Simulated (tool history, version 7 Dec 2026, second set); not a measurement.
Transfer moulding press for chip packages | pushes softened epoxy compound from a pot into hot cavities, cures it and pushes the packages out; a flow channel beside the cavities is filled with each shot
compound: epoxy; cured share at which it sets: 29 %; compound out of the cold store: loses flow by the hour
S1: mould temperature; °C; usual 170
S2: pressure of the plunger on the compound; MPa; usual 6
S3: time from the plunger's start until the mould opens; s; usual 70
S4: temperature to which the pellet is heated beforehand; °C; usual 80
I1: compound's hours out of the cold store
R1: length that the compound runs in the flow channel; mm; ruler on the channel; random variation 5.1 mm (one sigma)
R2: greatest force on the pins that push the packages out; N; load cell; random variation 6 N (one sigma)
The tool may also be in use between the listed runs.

Run 1, hour 0: usual settings; I1 33.5. Result: R1 882 mm, R2 332 N.
At hour 13.4: plunger's sealing rings changed.
At hour 19.7: cavities cleaned with cleaning compound and waxed.
At hour 46.8: cavities cleaned with cleaning compound and waxed.
At hour 74.4: cavities cleaned with cleaning compound and waxed.
At hour 98.3: cavities cleaned with cleaning compound and waxed.
Run 2, hour 98.3: usual settings; I1 10.2. Result: R1 1074 mm, R2 232 N.
At hour 121.8: cavities cleaned with cleaning compound and waxed.
At hour 147: cavities cleaned with cleaning compound and waxed.
Run 3, hour 166.5: usual settings; I1 14.6. Result: R1 1028 mm, R2 390 N.
At hour 173.9: cavities cleaned with cleaning compound and waxed.
At hour 199.4: cavities cleaned with cleaning compound and waxed.
At hour 226.1: cavities cleaned with cleaning compound and waxed.
Run 4, hour 244.6: usual settings; I1 17.8. Result: R1 988 mm, R2 379 N.
At hour 251.8: cavities cleaned with cleaning compound and waxed.
At hour 277.4: cavities cleaned with cleaning compound and waxed.
At hour 305: cavities cleaned with cleaning compound and waxed.
Run 5, hour 318.2: usual settings; I1 15.9. Result: R1 985 mm, R2 342 N.
At hour 330.7: cavities cleaned with cleaning compound and waxed.
At hour 349.6: plunger's sealing rings changed.
At hour 356.2: cavities cleaned with cleaning compound and waxed, once more.
Run 6, hour 372.8: usual settings; I1 18.1. Result: R1 1042 mm, R2 364 N.
At hour 379.9: cavities cleaned with cleaning compound and waxed.
At hour 407.7: cavities cleaned with cleaning compound and waxed.
At hour 434.9: cavities cleaned with cleaning compound and waxed.
Run 7, hour 446.7: usual settings; I1 31.5. Result: R1 938 mm, R2 344 N.
At hour 459.1: cavities cleaned with cleaning compound and waxed.
At hour 482.5: cavities cleaned with cleaning compound and waxed.
At hour 510: cavities cleaned with cleaning compound and waxed.
Run 8, hour 516.3: usual settings; I1 31.9. Result: R1 914 mm, R2 289 N.
At hour 523.2: mould's thermocouples calibrated.
At hour 538.7: cavities cleaned with cleaning compound and waxed.
At hour 566: cavities cleaned with cleaning compound and waxed.
Run 9, hour 584: usual settings; I1 37.4. Result: R1 870 mm, R2 360 N.
At hour 590.9: cavities cleaned with cleaning compound and waxed.
At hour 617.9: cavities cleaned with cleaning compound and waxed.
At hour 646.6: cavities cleaned with cleaning compound and waxed.
At hour 670.9: cavities cleaned with cleaning compound and waxed.
Run 10, hour 670.9: usual settings; I1 38.8. Result: R1 841 mm, R2 224 N.
At hour 683.8: plunger's sealing rings changed.
At hour 701.8: cavities cleaned with cleaning compound and waxed.
At hour 729.7: cavities cleaned with cleaning compound and waxed.
At hour 758: cavities cleaned with cleaning compound and waxed.
Run 11, hour 759.5: usual settings; I1 17.2. Result: R1 1026 mm, R2 254 N.
At hour 782.8: cavities cleaned with cleaning compound and waxed.
At hour 809.4: cavities cleaned with cleaning compound and waxed.
Run 12, hour 819.2: usual settings but S1 168 °C; I1 39.9. Result: R1 886 mm, R2 358 N.
At hour 836: cavities cleaned with cleaning compound and waxed.
At hour 863: cavities cleaned with cleaning compound and waxed.
Run 13, hour 879.3: usual settings but S3 92 s; I1 32.6. Result: R1 909 mm, R2 290 N.
At hour 891.7: cavities cleaned with cleaning compound and waxed.
At hour 919.8: cavities cleaned with cleaning compound and waxed.
At hour 945.3: cavities cleaned with cleaning compound and waxed.
At hour 971.1: cavities cleaned with cleaning compound and waxed.
Run 14, hour 974.8: usual settings but S1 176 °C, S3 92 s; I1 46.7. Result: R1 799 mm, R2 207 N.
At hour 996.6: cavities cleaned with cleaning compound and waxed.
At hour 1018.1: plunger's sealing rings changed.
At hour 1023.9: cavities cleaned with cleaning compound and waxed.
At hour 1051.9: cavities cleaned with cleaning compound and waxed.
Run 15, hour 1059.1: usual settings but S1 168 °C, S2 4.92 MPa; I1 43.9. Result: R1 788 mm, R2 312 N.
At hour 1076: cavities cleaned with cleaning compound and waxed.
At hour 1099.4: cavities cleaned with cleaning compound and waxed.
At hour 1125: cavities cleaned with cleaning compound and waxed.
Run 16, hour 1141.3: usual settings but S1 163 °C, S2 4.59 MPa, S3 94 s, S4 87 °C; I1 31.6. Result: R1 828 mm, R2 334 N.
At hour 1148.4: cavities cleaned with cleaning compound and waxed.
At hour 1171.9: cavities cleaned with cleaning compound and waxed.
At hour 1196.8: cavities cleaned with cleaning compound and waxed.
Run 17, hour 1209.4: usual settings but S3 90 s, S4 89 °C; I1 35.4. Result: R1 891 mm, R2 301 N.
At hour 1221.1: cavities cleaned with cleaning compound and waxed.
At hour 1227.7: mould's thermocouples calibrated.
At hour 1250.4: cavities cleaned with cleaning compound and waxed.
At hour 1279: cavities cleaned with cleaning compound and waxed.
At hour 1302.6: cavities cleaned with cleaning compound and waxed.
Run 18, hour 1302.6: usual settings but S3 90 s, S4 89 °C; I1 22.5. Result: R1 949 mm, R2 184 N.
At hour 1326.1: cavities cleaned with cleaning compound and waxed.
Run 19, hour 1340.8: usual settings but S2 5.73 MPa, S4 89 °C; I1 14. Result: R1 963 mm, R2 363 N.
At hour 1352.5: plunger's sealing rings changed.
At hour 1354: cavities cleaned with cleaning compound and waxed.
At hour 1382.8: cavities cleaned with cleaning compound and waxed.
At hour 1410.8: cavities cleaned with cleaning compound and waxed.
Run 20, hour 1421.6: usual settings but S2 5.73 MPa, S4 89 °C; I1 34.1. Result: R1 904 mm, R2 329 N.
At hour 1439.3: cavities cleaned with cleaning compound and waxed.
At hour 1466.2: cavities cleaned with cleaning compound and waxed.
Run 21, hour 1471.3: usual settings but S2 5.14 MPa, S4 75 °C; I1 17.1. Result: R1 943 mm, R2 298 N.
At hour 1490.9: cavities cleaned with cleaning compound and waxed.
At hour 1517.9: cavities cleaned with cleaning compound and waxed.
Run 22, hour 1537.4: usual settings but S4 76 °C; I1 33.5. Result: R1 908 mm, R2 373 N.
At hour 1543.5: cavities cleaned with cleaning compound and waxed.
At hour 1569.6: cavities cleaned with cleaning compound and waxed.
Run 23, hour 1580.1: usual settings but S4 76 °C; I1 19. Result: R1 973 mm, R2 347 N.

Forecast each of these 3 alternatives for the next run:
At hour 1596.5: cavities cleaned with cleaning compound and waxed.
At hour 1623.1: cavities cleaned with cleaning compound and waxed.
At hour 1649.5: cavities cleaned with cleaning compound and waxed.
Run A, hour 1667.9: usual settings but S2 5.6 MPa, S4 88 °C; I1 47.3. Result: R1 ?, R2 ?.
At hour 1596.5: cavities cleaned with cleaning compound and waxed.
At hour 1623.1: cavities cleaned with cleaning compound and waxed.
At hour 1649.5: cavities cleaned with cleaning compound and waxed.
Run B, hour 1667.9: usual settings but S2 4.81 MPa, S3 87 s; I1 46.3. Result: R1 ?, R2 ?.
At hour 1596.5: cavities cleaned with cleaning compound and waxed.
At hour 1623.1: cavities cleaned with cleaning compound and waxed.
At hour 1649.5: cavities cleaned with cleaning compound and waxed.
Run C, hour 1667.9: usual settings but S2 6.34 MPa, S4 85 °C; I1 10.8. Result: R1 ?, R2 ?.

run    R1   R2
  A   772  361
  B   722  311
  C  1052  399
Without the tool's hidden state the same runs would have given:
run    R1   R2
  A   826  221
  B   771  191
  C  1124  247
